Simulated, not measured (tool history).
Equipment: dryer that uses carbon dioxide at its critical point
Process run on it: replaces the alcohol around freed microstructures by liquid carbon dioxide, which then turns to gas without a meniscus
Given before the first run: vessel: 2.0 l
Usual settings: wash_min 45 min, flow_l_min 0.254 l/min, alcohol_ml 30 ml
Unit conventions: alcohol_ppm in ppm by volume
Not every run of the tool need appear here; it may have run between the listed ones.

| run | hour | wash_min | flow_l_min | alcohol_ml | alcohol_ppm |
|---|---|---|---|---|---|
| 1 | 0.0 | 45 | 0.254 | 30 | 240 |
| 2 | 43.8 | 45 | 0.254 | 30 | 249 |
| 3 | 73.1 | 45 | 0.254 | 30 | 261 |
| 4 | 95.9 | 45 | 0.254 | 30 | 252 |
| 5 | 124.1 | 45 | 0.254 | 30 | 282 |
| 6 | 167.6 | 45 | 0.168 | 30 | 870 |
| 7 | 197.8 | 45 | 0.168 | 30 | 879 |
| 8 | 225.0 | 45 | 0.168 | 30 | 896 |
| 9 | 258.0 | 59 | 0.168 | 30 | 428 |
| 10 | 283.1 | 62 | 0.168 | 30 | 368 |
| 11 | 328.6 | 62 | 0.168 | 30 | 396 |
| 12 | 353.6 | 45 | 0.254 | 30 | 328 |
| 13 | 379.9 | 45 | 0.254 | 30 | 343 |
| 14 | 410.6 | 45 | 0.254 | 75 | 651 |
| 15 | 436.9 | 45 | 0.254 | 75 | 686 |
| 16 | 479.9 | 45 | 0.254 | 75 | 716 |
| 17 | 523.9 | 45 | 0.254 | 30 | 383 |
| 18 | 568.4 | 45 | 0.254 | 37 | 436 |
| 19 | 592.8 | 45 | 0.254 | 37 | 448 |
|  | 611.9 | inlet filter changed |
| 20 | 646.9 | 42 | 0.254 | 30 | 370 |
| 21 | 688.0 | 42 | 0.254 | 30 | 396 |
| 22 | 722.6 | 38 | 0.254 | 30 | 515 |
| 23 | 757.4 | 38 | 0.254 | 30 | 518 |
|  | 770.7 | purifier's bed changed |
| 24 | 789.1 | 33 | 0.160 | 57 | 3487 |
| 25 | 836.7 | 33 | 0.160 | 57 | 3597 |
| 26 | 878.2 | 33 | 0.160 | 57 | 3605 |
| 27 | 916.7 | 33 | 0.324 | 57 | 538 |
| 28 | 942.8 | 33 | 0.324 | 57 | 567 |
| 29 | 975.6 | 33 | 0.324 | 57 | 562 |
| 30 | 1014.2 | 45 | 0.254 | 63 | 476 |
| 31 | 1040.9 | 52 | 0.357 | 32 | 58 |
| 32 | 1078.7 | 43 | 0.197 | 99 | 2051 |
| 33 | 1121.5 | 60 | 0.420 | 54 | 50 |
| 34 | 1161.0 | 60 | 0.420 | 54 | 64 |
| 35 | 1183.9 | 56 | 0.254 | 31 | 141 |

Results for each run, recomputed without the tool's hidden state and with each run's random variation untouched:
Hidden state at play: flow that reaches the vessel past the clogged filter, %; alcohol in the recycled carbon dioxide, ppm; drift of the gauge itself on alcohol_ppm, %.
| run | alcohol_ppm |
|---|---|
| 1 | 164 |
| 2 | 164 |
| 3 | 166 |
| 4 | 155 |
| 5 | 174 |
| 6 | 698 |
| 7 | 695 |
| 8 | 702 |
| 9 | 270 |
| 10 | 214 |
| 11 | 226 |
| 12 | 165 |
| 13 | 167 |
| 14 | 388 |
| 15 | 406 |
| 16 | 414 |
| 17 | 171 |
| 18 | 200 |
| 19 | 201 |
| 20 | 212 |
| 21 | 221 |
| 22 | 327 |
| 23 | 320 |
| 24 | 3272 |
| 25 | 3320 |
| 26 | 3286 |
| 27 | 428 |
| 28 | 444 |
| 29 | 428 |
| 30 | 341 |
| 31 | 15 |
| 32 | 1604 |
| 33 | 3 |
| 34 | 13 |
| 35 | 59 |

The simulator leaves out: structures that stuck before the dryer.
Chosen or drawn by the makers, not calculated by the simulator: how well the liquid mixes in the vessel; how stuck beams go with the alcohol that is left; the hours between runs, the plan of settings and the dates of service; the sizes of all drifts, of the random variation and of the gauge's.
